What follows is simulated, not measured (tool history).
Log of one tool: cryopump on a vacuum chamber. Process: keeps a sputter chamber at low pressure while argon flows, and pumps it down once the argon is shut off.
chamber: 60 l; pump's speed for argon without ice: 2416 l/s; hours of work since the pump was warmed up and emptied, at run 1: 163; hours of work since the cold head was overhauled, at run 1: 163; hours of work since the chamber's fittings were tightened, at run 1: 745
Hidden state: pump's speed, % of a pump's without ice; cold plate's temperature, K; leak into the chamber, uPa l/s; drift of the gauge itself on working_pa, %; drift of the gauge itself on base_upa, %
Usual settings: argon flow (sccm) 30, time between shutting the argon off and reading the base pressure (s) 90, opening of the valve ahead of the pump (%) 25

run   hour  argon flow (sccm)  time between shutting the argon off and reading the base pressure (s)  opening of the valve ahead of the pump (%)  hours of work since the pump was warmed up and emptied  hours of work since the cold head was overhauled  hours of work since the chamber's fittings were tightened  pressure while argon flows (Pa)  pressure after the wait (uPa)
  1    0.0                 30                                                                     90                                          25                                                     163                                               163                                                        745                           0.0868                           1.56
  2   29.2                 30                                                                     90                                          25                                                     188                                               188                                                        769                           0.0879                           1.64
  3   61.0                 30                                                                     90                                          25                                                     215                                               215                                                        796                           0.0907                           1.66
  4  123.8                 30                                                                     90                                          25                                                     268                                               268                                                        849                           0.0922                           1.85
  5  180.1                 30                                                                     90                                          25                                                     315                                               315                                                        897                           0.0934                           2.00
     193.8  -- pump warmed up, emptied and cooled again
  6  225.7                 30                                                                     90                                          25                                                      27                                               350                                                        931                           0.0846                           1.61
  7  254.4                 30                                                                     90                                          25                                                      51                                               374                                                        955                           0.0846                           1.71
  8  299.6                 30                                                                     90                                          25                                                      89                                               412                                                        994                           0.0865                           1.79
  9  342.8                 30                                                                    117                                          25                                                     126                                               448                                                       1030                           0.0876                           1.75
 10  391.0                 30                                                                    117                                          25                                                     166                                               489                                                       1071                           0.0894                           1.90
 11  439.4                 30                                                                     29                                          25                                                     207                                               530                                                       1112                           0.0894                           2.75
 12  494.4                 30                                                                     29                                          25                                                     254                                               576                                                       1158                           0.0924                           2.96
 13  540.3                 30                                                                     90                                          25                                                     292                                               615                                                       1197                           0.0938                           2.51
     581.4  -- pump warmed up, emptied and cooled again
     597.6  -- leaking fittings of the chamber tightened, without venting
 14  602.3                 30                                                                     90                                          25                                                      16                                               662                                                          4                           0.0850                           0.48
 15  642.9                 21                                                                     90                                          25                                                      50                                               696                                                         38                           0.0604                           0.47
 16  671.7                 43                                                                     90                                          25                                                      75                                               720                                                         63                           0.1235                           0.49
 17  708.4                 43                                                                     90                                          25                                                     106                                               751                                                         94                           0.1235                           0.54
 18  746.3                 29                                                                     90                                          25                                                     138                                               783                                                        126                           0.0841                           0.61
 19  808.3                 23                                                                     28                                          18                                                     190                                               836                                                        178                           0.0921                           1.27

Forecast run 20:
 20  848.5                 20                                                                     50                                          21                                                     224                                               869                                                        212                                ?                              ?

pressure while argon flows (Pa): 0.0699
pressure after the wait (uPa): 0.99
Without the tool's hidden state the same run would have given pressure while argon flows (Pa) 0.0657, pressure after the wait (uPa) 0.62.
